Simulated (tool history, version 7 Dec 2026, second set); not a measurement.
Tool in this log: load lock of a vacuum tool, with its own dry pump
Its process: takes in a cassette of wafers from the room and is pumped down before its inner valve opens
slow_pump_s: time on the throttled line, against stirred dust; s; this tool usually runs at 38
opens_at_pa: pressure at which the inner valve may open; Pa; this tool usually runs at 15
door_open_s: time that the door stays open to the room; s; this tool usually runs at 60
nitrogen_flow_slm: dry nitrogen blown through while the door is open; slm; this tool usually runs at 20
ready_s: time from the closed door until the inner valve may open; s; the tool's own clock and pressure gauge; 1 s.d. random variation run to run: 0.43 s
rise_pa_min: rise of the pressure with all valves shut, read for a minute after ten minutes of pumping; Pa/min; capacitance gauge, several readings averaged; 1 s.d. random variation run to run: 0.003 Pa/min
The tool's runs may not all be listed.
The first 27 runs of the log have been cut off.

| run | hour | slow_pump_s | opens_at_pa | door_open_s | nitrogen_flow_slm | hours that the pump has run since its overhaul | times that the door has closed on its seal | incoming humidity of the room's air, % | ready_s | rise_pa_min |
|---|---|---|---|---|---|---|---|---|---|---|
| 28 | 2129.5 | 47 | 15 | 98 | 5 | 5234 | 24745 | 43.5 | 61.2 | 0.273 |
| 29 | 2189.1 | 47 | 15 | 98 | 5 | 5294 | 24963 | 44.4 | 60.8 | 0.276 |
| 30 | 2281.6 | 47 | 15 | 98 | 5 | 5386 | 25299 | 44.7 | 60.9 | 0.273 |
| 31 | 2361.5 | 47 | 15 | 138 | 5 | 5466 | 25591 | 43.3 | 61.4 | 0.301 |
| 32 | 2419.8 | 47 | 15 | 29 | 15 | 5524 | 25803 | 42.4 | 61 | 0.251 |
| 33 | 2514.9 | 53 | 15 | 29 | 15 | 5619 | 26150 | 46.1 | 66.3 | 0.257 |
| 34 | 2576.6 | 53 | 15 | 29 | 15 | 5681 | 26375 | 47.3 | 66.3 | 0.263 |
| 35 | 2659.8 | 33 | 24 | 108 | 7 | 5764 | 26678 | 47.1 | 46.9 | 0.308 |
| 36 | 2755.7 | 38 | 21 | 48 | 20 | 5860 | 27027 | 45.3 | 52.1 | 0.272 |
| 37 | 2841 | 71 | 11 | 29 | 38 | 5945 | 27338 | 43.2 | 82.5 | 0.262 |
| 38 | 2896.5 | 71 | 11 | 29 | 38 | 6001 | 27541 | 44.6 | 82.2 | 0.26 |

Here are 3 independent what-if runs from the current tool condition. What would each one return?
| A | 2988.3 | 43 | 19 | 60 | 44 | 6093 | 27875 | 46.9 | ? | ? |
| B | 2988.3 | 31 | 15 | 127 | 6 | 6093 | 27875 | 45.1 | ? | ? |
| C | 2988.3 | 34 | 11 | 29 | 6 | 6093 | 27875 | 48.4 | ? | ? |

| run | ready_s | rise_pa_min |
|---|---|---|
| A | 57.4 | 0.274 |
| B | 46.4 | 0.331 |
| C | 49.8 | 0.288 |
The same runs, with their run-to-run variation unchanged, on a tool lacking any hidden condition would have given:
| run | ready_s | rise_pa_min |
|---|---|---|
| A | 56.1 | 0.032 |
| B | 44.9 | 0.083 |
| C | 48.3 | 0.043 |

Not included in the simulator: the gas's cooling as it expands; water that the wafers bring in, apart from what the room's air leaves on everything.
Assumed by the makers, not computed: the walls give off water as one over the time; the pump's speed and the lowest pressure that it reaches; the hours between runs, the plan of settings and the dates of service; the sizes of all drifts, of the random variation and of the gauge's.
